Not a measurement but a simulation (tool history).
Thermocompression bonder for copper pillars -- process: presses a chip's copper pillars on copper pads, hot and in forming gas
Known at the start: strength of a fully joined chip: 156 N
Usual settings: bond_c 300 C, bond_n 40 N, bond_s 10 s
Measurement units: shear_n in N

run     day  bond_c  bond_n  bond_s  shear_n
  1   0.000     300      40      10     55.7
  2   1.433     287      40      10     48.0
  3   3.475     317      40      10     64.4
  4   4.592     317      40      10     62.3
  5   6.425     300      40      10     52.6
      6.779  -- forming gas filter changed
  6   7.779     300      40      10     58.6
  7   9.767     279      40      10     47.8
  8  11.708     279      40      10     47.2
  9  12.679     279      40      10     45.8
 10  13.692     279      40      10     46.0
 11  15.608     293      40      10     52.5
 12  17.550     293      40      10     52.6
 13  18.742     293      40      10     51.3
 14  20.883     293      40      10     51.0
     22.342  -- forming gas filter changed
 15  22.812     293      40      10     56.8
 16  24.167     293      40      10     55.9
 17  25.133     293      40      10     55.9
 18  26.517     274      58       9     53.6
 19  27.925     285      58       6     50.6
 20  30.129     281      41      19     62.8
 21  31.262     281      41      19     62.0
 22  33.121     300      41      10     57.7
 23  35.254     300      42      26     80.7
 24  36.904     300      42      26     79.7
     37.917  -- forming gas filter changed
 25  38.558     311      40      26     93.2
 26  40.171     293      35      22     70.4
 27  41.675     329      25      21     78.7
 28  43.262     271      32      10     37.5
 29  44.250     304      32      17     65.9
 30  45.242     320      40       9     67.5
 31  47.329     320      40       9     67.1
 32  49.050     320      40       9     65.5
 33  51.146     284      40       8     44.1
 34  52.312     291      33      10     45.6

Alternative continuations, all from the tool just after run 34; predict every row:
     53.492  -- forming gas filter changed
  A  53.567     314      33      19        ?
     53.492  -- forming gas filter changed
  B  53.567     291      34      10        ?
     53.492  -- forming gas filter changed
  C  53.567     300      53      10        ?

run  shear_n
  A     80.3
  B     51.8
  C     73.1
The same runs, with their run-to-run variation unchanged, on a tool lacking any hidden condition would have given:
run  shear_n
  A     75.3
  B     47.8
  C     68.2

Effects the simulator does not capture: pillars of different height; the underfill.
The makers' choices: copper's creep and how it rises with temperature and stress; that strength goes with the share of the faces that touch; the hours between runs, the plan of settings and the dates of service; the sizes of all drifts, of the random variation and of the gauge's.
